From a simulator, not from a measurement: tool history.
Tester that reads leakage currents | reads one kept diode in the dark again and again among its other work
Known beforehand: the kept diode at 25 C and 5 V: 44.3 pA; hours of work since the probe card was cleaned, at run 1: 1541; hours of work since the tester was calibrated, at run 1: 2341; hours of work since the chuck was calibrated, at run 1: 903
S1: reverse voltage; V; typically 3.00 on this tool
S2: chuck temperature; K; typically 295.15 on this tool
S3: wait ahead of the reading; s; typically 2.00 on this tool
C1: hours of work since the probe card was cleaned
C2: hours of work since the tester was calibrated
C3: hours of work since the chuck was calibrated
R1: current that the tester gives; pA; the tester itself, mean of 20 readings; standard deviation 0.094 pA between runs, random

run 1 hour=0.0 | S1=3.00 S2=295.15 S3=2.00 | C1=1541 C2=2341 C3=903 | R1=27.91
run 2 hour=55.1 | S1=3.00 S2=295.15 S3=2.00 | C1=1566 C2=2367 C3=929 | R1=27.71
run 3 hour=115.8 | S1=3.00 S2=297.15 S3=2.00 | C1=1594 C2=2395 C3=956 | R1=31.70
run 4 hour=159.4 | S1=3.00 S2=297.15 S3=2.00 | C1=1614 C2=2415 C3=977 | R1=31.84
run 5 hour=220.0 | S1=3.00 S2=295.15 S3=0.50 | C1=1642 C2=2443 C3=1005 | R1=28.28
run 6 hour=263.2 | S1=3.00 S2=295.15 S3=0.50 | C1=1662 C2=2463 C3=1024 | R1=28.22
run 7 hour=301.3 | S1=3.00 S2=295.15 S3=0.50 | C1=1680 C2=2480 C3=1042 | R1=28.02
run 8 hour=341.6 | S1=3.00 S2=295.15 S3=0.50 | C1=1698 C2=2499 C3=1061 | R1=28.22
run 9 hour=409.5 | S1=3.00 S2=295.15 S3=0.50 | C1=1730 C2=2530 C3=1092 | R1=28.04
run 10 hour=473.8 | S1=3.00 S2=295.15 S3=2.00 | C1=1759 C2=2560 C3=1122 | R1=27.95
run 11 hour=515.2 | S1=3.00 S2=295.15 S3=2.00 | C1=1779 C2=2579 C3=1141 | R1=28.02
run 12 hour=593.2 | S1=3.00 S2=312.15 S3=2.00 | C1=1814 C2=2615 C3=1177 | R1=87.41
run 13 hour=655.5 | S1=3.00 S2=295.15 S3=0.79 | C1=1843 C2=2644 C3=1205 | R1=28.00
run 14 hour=716.8 | S1=3.00 S2=295.15 S3=0.79 | C1=1871 C2=2672 C3=1234 | R1=28.08
-- hour=733.7 tester calibrated
run 15 hour=803.1 | S1=3.00 S2=295.15 S3=0.79 | C1=1910 C2=32 C3=1273 | R1=27.96
run 16 hour=883.7 | S1=1.80 S2=295.15 S3=2.00 | C1=1948 C2=69 C3=1310 | R1=20.34
run 17 hour=944.8 | S1=3.00 S2=295.15 S3=1.70 | C1=1976 C2=97 C3=1338 | R1=27.72
-- hour=955.8 probe card cleaned and baked
run 18 hour=1011.4 | S1=3.00 S2=295.15 S3=1.70 | C1=26 C2=127 C3=1367 | R1=28.91
run 19 hour=1075.9 | S1=3.00 S2=295.15 S3=0.74 | C1=55 C2=156 C3=1397 | R1=28.89
run 20 hour=1136.0 | S1=3.00 S2=295.15 S3=0.74 | C1=83 C2=184 C3=1425 | R1=28.82
run 21 hour=1184.4 | S1=10.57 S2=331.15 S3=2.00 | C1=105 C2=206 C3=1447 | R1=586.71
run 22 hour=1266.6 | S1=10.57 S2=331.15 S3=2.00 | C1=143 C2=244 C3=1485 | R1=586.32
run 23 hour=1346.5 | S1=1.15 S2=295.15 S3=0.55 | C1=180 C2=281 C3=1522 | R1=15.85
run 24 hour=1401.0 | S1=4.85 S2=296.15 S3=0.65 | C1=205 C2=306 C3=1547 | R1=42.03
run 25 hour=1462.8 | S1=1.77 S2=327.15 S3=0.42 | C1=234 C2=335 C3=1575 | R1=161.73
-- hour=1476.9 probe card cleaned and baked, once more
run 26 hour=1546.8 | S1=1.77 S2=331.15 S3=3.17 | C1=32 C2=372 C3=1613 | R1=203.07
run 27 hour=1589.3 | S1=3.37 S2=305.15 S3=0.53 | C1=52 C2=392 C3=1632 | R1=56.47
run 28 hour=1639.2 | S1=3.00 S2=300.15 S3=8.42 | C1=75 C2=415 C3=1655 | R1=37.01
run 29 hour=1710.3 | S1=5.62 S2=317.15 S3=2.00 | C1=108 C2=448 C3=1688 | R1=167.84
run 30 hour=1793.4 | S1=5.62 S2=317.15 S3=2.00 | C1=146 C2=486 C3=1726 | R1=167.35
run 31 hour=1841.0 | S1=3.47 S2=317.15 S3=2.12 | C1=168 C2=508 C3=1748 | R1=126.41
run 32 hour=1925.0 | S1=3.00 S2=300.15 S3=0.84 | C1=207 C2=547 C3=1787 | R1=37.18
run 33 hour=1992.9 | S1=3.00 S2=300.15 S3=0.84 | C1=238 C2=578 C3=1818 | R1=36.81
run 34 hour=2035.5 | S1=1.11 S2=302.15 S3=2.00 | C1=258 C2=598 C3=1838 | R1=23.72
run 35 hour=2116.1 | S1=3.00 S2=295.15 S3=0.72 | C1=295 C2=635 C3=1875 | R1=25.91
run 36 hour=2191.0 | S1=9.53 S2=301.15 S3=1.80 | C1=329 C2=669 C3=1910 | R1=78.21
run 37 hour=2280.0 | S1=9.53 S2=301.15 S3=1.80 | C1=370 C2=710 C3=1951 | R1=78.13
run 38 hour=2354.8 | S1=3.77 S2=309.15 S3=1.03 | C1=405 C2=745 C3=1985 | R1=79.05
run 39 hour=2392.2 | S1=3.77 S2=309.15 S3=1.03 | C1=422 C2=762 C3=2003 | R1=78.86

How would selected steps in R1 from run to run divide? Give the signed amount a tool lacking its hidden state would still show from settings, what came in and random variation, and the signed amount left for the hidden state, including any gauge scatter that is not in both of the compared results.
Hidden conditions of the tool in this case: stray current of the dirty probe card, pA a volt; current scale over the true one, %; true chuck temperature over the reading, C; drift of the gauge itself on leakage_pa, %.
Run 20 -> 21: S1 3.00 -> 10.57, S2 295.15 -> 331.15, S3 0.74 -> 2.00. R1 +557.89 pA: hidden state -8.09, all else +565.98.
Run 22 -> 23: S1 10.57 -> 1.15, S2 331.15 -> 295.15, S3 2.00 -> 0.55. R1 -570.47 pA: hidden state +6.76, all else -577.23.
Run 24 -> 25: S1 4.85 -> 1.77, S2 296.15 -> 327.15, S3 0.65 -> 0.42. R1 +119.70 pA: hidden state -7.05, all else +126.75.
Run 26 -> 27: S1 1.77 -> 3.37, S2 331.15 -> 305.15, S3 3.17 -> 0.53. R1 -146.60 pA: hidden state +4.39, all else -150.99.

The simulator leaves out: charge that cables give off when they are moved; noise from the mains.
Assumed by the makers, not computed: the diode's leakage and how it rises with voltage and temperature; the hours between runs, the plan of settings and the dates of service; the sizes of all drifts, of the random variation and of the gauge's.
